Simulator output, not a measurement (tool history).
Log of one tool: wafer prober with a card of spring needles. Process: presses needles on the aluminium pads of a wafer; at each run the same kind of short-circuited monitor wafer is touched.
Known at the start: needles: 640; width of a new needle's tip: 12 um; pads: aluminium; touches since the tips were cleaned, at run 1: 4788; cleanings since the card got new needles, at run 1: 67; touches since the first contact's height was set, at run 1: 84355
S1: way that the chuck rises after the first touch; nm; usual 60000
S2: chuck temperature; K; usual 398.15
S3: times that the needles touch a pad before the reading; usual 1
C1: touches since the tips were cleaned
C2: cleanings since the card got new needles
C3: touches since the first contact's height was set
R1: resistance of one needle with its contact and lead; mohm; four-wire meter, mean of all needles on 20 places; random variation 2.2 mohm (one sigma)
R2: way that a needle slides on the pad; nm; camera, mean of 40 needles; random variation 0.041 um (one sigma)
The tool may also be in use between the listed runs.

{"run": 1, "hour": 0.0, "S1": 60000, "S2": 398.15, "S3": 1, "C1": 4788, "C2": 67, "C3": 84355, "R1": 299, "R2": 11330}
{"hour": 7.6, "done": "tips cleaned on abrasive film"}
{"hour": 26.9, "done": "tips cleaned on abrasive film"}
{"run": 2, "hour": 31.9, "S1": 60000, "S2": 398.15, "S3": 1, "C1": 2270, "C2": 69, "C3": 98743, "R1": 278, "R2": 11260}
{"hour": 44.0, "done": "tips cleaned on abrasive film"}
{"hour": 63.0, "done": "tips cleaned on abrasive film"}
{"hour": 81.9, "done": "tips cleaned on abrasive film"}
{"run": 3, "hour": 85.6, "S1": 60000, "S2": 398.15, "S3": 1, "C1": 1711, "C2": 72, "C3": 122970, "R1": 278, "R2": 11170}
{"hour": 99.8, "done": "tips cleaned on abrasive film"}
{"hour": 118.6, "done": "tips cleaned on abrasive film"}
{"run": 4, "hour": 130.2, "S1": 60000, "S2": 398.15, "S3": 1, "C1": 5262, "C2": 74, "C3": 143083, "R1": 296, "R2": 11190}
{"hour": 137.4, "done": "tips cleaned on abrasive film"}
{"hour": 157.2, "done": "tips cleaned on abrasive film"}
{"hour": 175.5, "done": "tips cleaned on abrasive film"}
{"run": 5, "hour": 182.7, "S1": 60000, "S2": 302.15, "S3": 1, "C1": 3238, "C2": 77, "C3": 166757, "R1": 265, "R2": 11150}
{"hour": 193.6, "done": "tips cleaned on abrasive film"}
{"hour": 212.0, "done": "tips cleaned on abrasive film"}
{"hour": 230.1, "done": "tips cleaned on abrasive film"}
{"hour": 244.2, "done": "tips cleaned on abrasive film, once more"}
{"run": 6, "hour": 245.8, "S1": 60000, "S2": 392.15, "S3": 1, "C1": 737, "C2": 81, "C3": 195219, "R1": 263, "R2": 11110}
{"hour": 261.2, "done": "tips cleaned on abrasive film"}
{"hour": 279.6, "done": "tips cleaned on abrasive film"}
{"run": 7, "hour": 291.5, "S1": 60000, "S2": 392.15, "S3": 1, "C1": 5435, "C2": 83, "C3": 215855, "R1": 301, "R2": 11140}
{"hour": 298.8, "done": "tips cleaned on abrasive film"}
{"hour": 317.1, "done": "tips cleaned on abrasive film"}
{"run": 8, "hour": 324.9, "S1": 60000, "S2": 392.15, "S3": 1, "C1": 3531, "C2": 85, "C3": 230877, "R1": 291, "R2": 11140}
{"hour": 336.9, "done": "tips cleaned on abrasive film"}
{"hour": 354.7, "done": "tips cleaned on abrasive film"}
{"hour": 365.7, "done": "height of the first contact set anew"}
{"hour": 372.6, "done": "tips cleaned on abrasive film"}
{"run": 9, "hour": 380.4, "S1": 60000, "S2": 392.15, "S3": 1, "C1": 3545, "C2": 88, "C3": 6628, "R1": 290, "R2": 11370}
{"hour": 391.5, "done": "tips cleaned on abrasive film"}
{"hour": 410.5, "done": "tips cleaned on abrasive film"}
{"hour": 427.8, "done": "tips cleaned on abrasive film"}
{"run": 10, "hour": 432.0, "S1": 60000, "S2": 359.15, "S3": 1, "C1": 1898, "C2": 91, "C3": 29888, "R1": 266, "R2": 11390}
{"hour": 447.0, "done": "tips cleaned on abrasive film"}
{"hour": 465.8, "done": "tips cleaned on abrasive film"}
{"run": 11, "hour": 479.2, "S1": 60000, "S2": 359.15, "S3": 1, "C1": 6065, "C2": 93, "C3": 51196, "R1": 301, "R2": 11370}
{"hour": 482.1, "done": "tips cleaned on abrasive film"}
{"hour": 502.0, "done": "tips cleaned on abrasive film"}
{"hour": 521.6, "done": "tips cleaned on abrasive film"}
{"run": 12, "hour": 535.8, "S1": 60000, "S2": 359.15, "S3": 1, "C1": 6450, "C2": 96, "C3": 76734, "R1": 302, "R2": 11370}
{"hour": 539.9, "done": "tips cleaned on abrasive film"}
{"hour": 559.9, "done": "tips cleaned on abrasive film"}
{"hour": 579.3, "done": "tips cleaned on abrasive film"}
{"run": 13, "hour": 585.4, "S1": 60000, "S2": 359.15, "S3": 1, "C1": 2801, "C2": 99, "C3": 99117, "R1": 277, "R2": 11360}
{"hour": 597.5, "done": "tips cleaned on abrasive film"}
{"hour": 616.3, "done": "tips cleaned on abrasive film"}
{"run": 14, "hour": 619.4, "S1": 60000, "S2": 359.15, "S3": 1, "C1": 1419, "C2": 101, "C3": 114455, "R1": 265, "R2": 11330}
{"hour": 633.2, "done": "tips cleaned on abrasive film"}
{"hour": 653.2, "done": "tips cleaned on abrasive film"}
{"run": 15, "hour": 659.2, "S1": 61000, "S2": 398.15, "S3": 1, "C1": 2731, "C2": 103, "C3": 132384, "R1": 282, "R2": 11460}
{"hour": 671.2, "done": "tips cleaned on abrasive film"}
{"hour": 691.3, "done": "tips cleaned on abrasive film"}
{"run": 16, "hour": 691.3, "S1": 61000, "S2": 398.15, "S3": 1, "C1": 4, "C2": 105, "C3": 146855, "R1": 252, "R2": 11470}
{"hour": 710.6, "done": "tips cleaned on abrasive film"}
{"run": 17, "hour": 721.5, "S1": 61000, "S2": 398.15, "S3": 1, "C1": 4977, "C2": 106, "C3": 160528, "R1": 300, "R2": 11390}
{"hour": 729.1, "done": "tips cleaned on abrasive film"}
{"hour": 746.5, "done": "tips cleaned on abrasive film"}
{"run": 18, "hour": 748.4, "S1": 48000, "S2": 375.15, "S3": 2, "C1": 875, "C2": 108, "C3": 172634, "R1": 266, "R2": 8950}
{"hour": 764.5, "done": "tips cleaned on abrasive film"}
{"hour": 783.1, "done": "tips cleaned on abrasive film"}
{"run": 19, "hour": 798.2, "S1": 48000, "S2": 375.15, "S3": 2, "C1": 6851, "C2": 110, "C3": 195097, "R1": 299, "R2": 8970}
{"hour": 802.2, "done": "tips cleaned on abrasive film"}
{"hour": 822.3, "done": "tips cleaned on abrasive film"}
{"run": 20, "hour": 832.5, "S1": 78000, "S2": 314.15, "S3": 1, "C1": 4639, "C2": 112, "C3": 210587, "R1": 270, "R2": 14610}
{"hour": 840.6, "done": "tips cleaned on abrasive film"}
{"hour": 860.2, "done": "tips cleaned on abrasive film"}
{"run": 21, "hour": 870.8, "S1": 66000, "S2": 308.15, "S3": 2, "C1": 4807, "C2": 114, "C3": 227873, "R1": 255, "R2": 12360}
{"hour": 877.9, "done": "tips cleaned on abrasive film"}
{"hour": 895.6, "done": "tips cleaned on abrasive film"}
{"run": 22, "hour": 903.2, "S1": 61000, "S2": 329.15, "S3": 1, "C1": 3439, "C2": 116, "C3": 242459, "R1": 281, "R2": 11330}
{"hour": 915.3, "done": "tips cleaned on abrasive film"}
{"hour": 919.5, "done": "height of the first contact set anew"}
{"hour": 933.7, "done": "tips cleaned on abrasive film"}
{"hour": 953.7, "done": "tips cleaned on abrasive film"}
{"run": 23, "hour": 955.1, "S1": 61000, "S2": 329.15, "S3": 1, "C1": 613, "C2": 119, "C3": 16019, "R1": 246, "R2": 11530}
{"hour": 970.7, "done": "tips cleaned on abrasive film"}
{"hour": 990.2, "done": "tips cleaned on abrasive film"}
{"run": 24, "hour": 1002.7, "S1": 61000, "S2": 329.15, "S3": 1, "C1": 5663, "C2": 121, "C3": 37547, "R1": 295, "R2": 11560}
{"hour": 1006.8, "done": "tips cleaned on abrasive film"}
{"hour": 1025.6, "done": "tips cleaned on abrasive film"}
{"hour": 1041.9, "done": "tips cleaned on abrasive film"}
{"run": 25, "hour": 1041.9, "S1": 61000, "S2": 329.15, "S3": 1, "C1": 0, "C2": 124, "C3": 55174, "R1": 239, "R2": 11510}
{"hour": 1061.2, "done": "tips cleaned on abrasive film"}
{"hour": 1081.1, "done": "tips cleaned on abrasive film"}
{"run": 26, "hour": 1095.9, "S1": 45000, "S2": 331.15, "S3": 2, "C1": 6710, "C2": 126, "C3": 79564, "R1": 302, "R2": 8460}
{"hour": 1099.5, "done": "tips cleaned on abrasive film"}
{"hour": 1118.3, "done": "tips cleaned on abrasive film"}
{"run": 27, "hour": 1129.2, "S1": 78000, "S2": 305.15, "S3": 1, "C1": 4909, "C2": 128, "C3": 94570, "R1": 259, "R2": 14740}
{"hour": 1137.2, "done": "tips cleaned on abrasive film"}
{"hour": 1156.7, "done": "tips cleaned on abrasive film"}
{"run": 28, "hour": 1159.9, "S1": 78000, "S2": 305.15, "S3": 1, "C1": 1446, "C2": 130, "C3": 108403, "R1": 244, "R2": 14780}

Some steps in R1 between neighbouring runs. How much of each would the tool show without its hidden state too (settings, what came in, random variation), and how much is left for the hidden state, with any gauge scatter that isn't in both results?
The hidden state here: debris on the tips, nm; way that the needles fall short of the set height, um; tips' diameter, um; drift of the gauge itself on contact_mohm, %; drift of the gauge itself on scrub_um, %.
Run 24 -> 25: tips cleaned on abrasive film, tips cleaned on abrasive film, tips cleaned on abrasive film. R1 -56 mohm: hidden state -52, all else -4.
Run 25 -> 26: S1 61000 -> 45000, S2 329.15 -> 331.15, S3 1 -> 2, tips cleaned on abrasive film, tips cleaned on abrasive film. R1 +63 mohm: hidden state +58, all else +5.

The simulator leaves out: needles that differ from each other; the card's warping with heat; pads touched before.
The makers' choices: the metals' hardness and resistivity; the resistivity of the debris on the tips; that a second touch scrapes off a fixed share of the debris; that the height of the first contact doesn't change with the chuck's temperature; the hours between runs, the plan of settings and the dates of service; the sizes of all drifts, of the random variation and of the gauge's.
